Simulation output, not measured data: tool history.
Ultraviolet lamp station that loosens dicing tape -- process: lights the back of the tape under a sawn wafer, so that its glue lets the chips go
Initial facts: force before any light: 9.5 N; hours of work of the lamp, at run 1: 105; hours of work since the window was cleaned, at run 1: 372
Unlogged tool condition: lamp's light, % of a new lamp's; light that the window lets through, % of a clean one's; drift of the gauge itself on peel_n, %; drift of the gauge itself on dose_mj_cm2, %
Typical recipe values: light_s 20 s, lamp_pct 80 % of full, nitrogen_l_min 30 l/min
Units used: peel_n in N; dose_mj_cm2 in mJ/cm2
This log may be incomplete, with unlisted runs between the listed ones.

run   hour  light_s  lamp_pct  nitrogen_l_min  hours of work of the lamp  hours of work since the window was cleaned  peel_n  dose_mj_cm2
  1    0.0       20        80              30                        105                                         372   0.335          355
  2   15.1       17        80              30                        114                                         381   0.428          306
  3   24.9       17        80              30                        119                                         386   0.426          307
  4   36.8       17        80              30                        126                                         393   0.431          303
  5   53.8       17        80              30                        136                                         403   0.427          305
  6   65.7       17        80              30                        142                                         410   0.418          302
  7   83.2       20        80              30                        152                                         420   0.347          353
  8   96.6       20        80              30                        160                                         427   0.312          358
  9  113.0       20        80              30                        169                                         437   0.325          360
 10  125.0       20        80              20                        176                                         444   0.414          357
 11  140.2       33        62              24                        185                                         452   0.281          456
 12  150.1       33        62              12                        191                                         458   0.402          455
 13  160.3       14        62              10                        196                                         464   2.072          192
 14  173.0       20        96              11                        204                                         471   0.462          431
 15  190.5       26        71              15                        214                                         481   0.403          413
 16  203.3       28        86              49                        221                                         488   0.262          532
 17  212.2       19        97               9                        226                                         493   0.557          418
 18  228.7       19        67              25                        236                                         503   0.527          280
 19  245.8       19        87              20                        245                                         513   0.397          363
 20  259.5       10        72              34                        253                                         520   1.335          163

Alternative continuations, all from the tool just after run 20; predict every row:
  A  269.9       10        72              49                        259                                         526       ?            ?
  B  269.9       10        95              16                        259                                         526       ?            ?
  C  269.9       37        72              25                        259                                         526       ?            ?

run  peel_n  dose_mj_cm2
  A   1.053          165
  B   1.299          212
  C   0.251          597
With the hidden condition removed and each run's random variation left untouched, the same runs would have given:
run  peel_n  dose_mj_cm2
  A   1.049          165
  B   1.294          213
  C   0.251          599
